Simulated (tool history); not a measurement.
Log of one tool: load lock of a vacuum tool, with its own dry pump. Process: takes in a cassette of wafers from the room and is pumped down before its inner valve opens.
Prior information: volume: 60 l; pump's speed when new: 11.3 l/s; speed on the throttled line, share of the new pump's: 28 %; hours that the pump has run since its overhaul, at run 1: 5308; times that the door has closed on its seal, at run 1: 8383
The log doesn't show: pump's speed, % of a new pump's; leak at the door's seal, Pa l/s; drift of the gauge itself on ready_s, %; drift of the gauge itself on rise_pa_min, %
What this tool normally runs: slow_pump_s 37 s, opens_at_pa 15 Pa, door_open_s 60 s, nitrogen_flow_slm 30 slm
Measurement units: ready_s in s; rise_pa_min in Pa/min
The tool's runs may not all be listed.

| run | day | slow_pump_s | opens_at_pa | door_open_s | nitrogen_flow_slm | hours that the pump has run since its overhaul | times that the door has closed on its seal | incoming humidity of the room's air, % | ready_s | rise_pa_min |
|---|---|---|---|---|---|---|---|---|---|---|
| 1 | 0.000 | 37 | 15 | 60 | 30 | 5308 | 8383 | 45.8 | 74.6 | 0.053 |
| 2 | 6.754 | 37 | 15 | 60 | 30 | 5470 | 8871 | 46.4 | 75.6 | 0.061 |
| 3 | 14.792 | 37 | 15 | 60 | 38 | 5663 | 9451 | 41.9 | 75.5 | 0.061 |
| 4 | 20.017 | 37 | 15 | 127 | 30 | 5788 | 9829 | 45.6 | 76.2 | 0.079 |
| 5 | 24.008 | 37 | 15 | 127 | 30 | 5884 | 10117 | 44.1 | 75.7 | 0.075 |
| 6 | 31.404 | 37 | 15 | 127 | 30 | 6062 | 10651 | 45.0 | 77.0 | 0.085 |
| 7 | 39.438 | 37 | 15 | 127 | 30 | 6254 | 11232 | 45.6 | 76.7 | 0.087 |
| 8 | 43.579 | 37 | 15 | 127 | 30 | 6354 | 11531 | 47.0 | 75.8 | 0.090 |
| 9 | 49.504 | 37 | 15 | 127 | 30 | 6496 | 11959 | 48.0 | 76.1 | 0.091 |
| 10 | 54.912 | 37 | 15 | 127 | 30 | 6626 | 12349 | 44.8 | 76.8 | 0.094 |
| 11 | 59.042 | 37 | 15 | 127 | 30 | 6725 | 12648 | 47.5 | 75.6 | 0.101 |
| 12 | 66.712 | 63 | 11 | 44 | 37 | 6909 | 13202 | 46.7 | 95.8 | 0.094 |
| 13 | 73.038 | 63 | 11 | 44 | 37 | 7061 | 13659 | 44.3 | 97.1 | 0.098 |
| 14 | 77.650 | 26 | 14 | 157 | 18 | 7171 | 13992 | 46.4 | 69.4 | 0.124 |
| 15 | 85.767 | 37 | 15 | 78 | 13 | 7366 | 14578 | 43.7 | 76.7 | 0.118 |
| 16 | 90.246 | 37 | 15 | 36 | 9 | 7474 | 14902 | 43.6 | 76.0 | 0.113 |
| 17 | 93.808 | 37 | 15 | 36 | 9 | 7559 | 15159 | 43.0 | 75.7 | 0.118 |
| 18 | 102.296 | 37 | 15 | 138 | 13 | 7763 | 15772 | 44.4 | 76.6 | 0.142 |
| 19 | 107.550 | 37 | 15 | 138 | 13 | 7889 | 16152 | 49.2 | 76.1 | 0.158 |

3 options for the next run, each taken on its own from the tool as it stands now. Forecast them:
| A | 115.471 | 31 | 11 | 60 | 8 | 8079 | 16724 | 49.0 | ? | ? |
| B | 115.471 | 37 | 15 | 148 | 30 | 8079 | 16724 | 45.2 | ? | ? |
| C | 115.471 | 18 | 15 | 30 | 20 | 8079 | 16724 | 47.9 | ? | ? |

| run | ready_s | rise_pa_min |
|---|---|---|
| A | 74.2 | 0.149 |
| B | 76.8 | 0.143 |
| C | 63.5 | 0.135 |
What these runs would have given with no unlogged condition in the tool:
| run | ready_s | rise_pa_min |
|---|---|---|
| A | 71.7 | 0.027 |
| B | 74.4 | 0.021 |
| C | 60.9 | 0.013 |

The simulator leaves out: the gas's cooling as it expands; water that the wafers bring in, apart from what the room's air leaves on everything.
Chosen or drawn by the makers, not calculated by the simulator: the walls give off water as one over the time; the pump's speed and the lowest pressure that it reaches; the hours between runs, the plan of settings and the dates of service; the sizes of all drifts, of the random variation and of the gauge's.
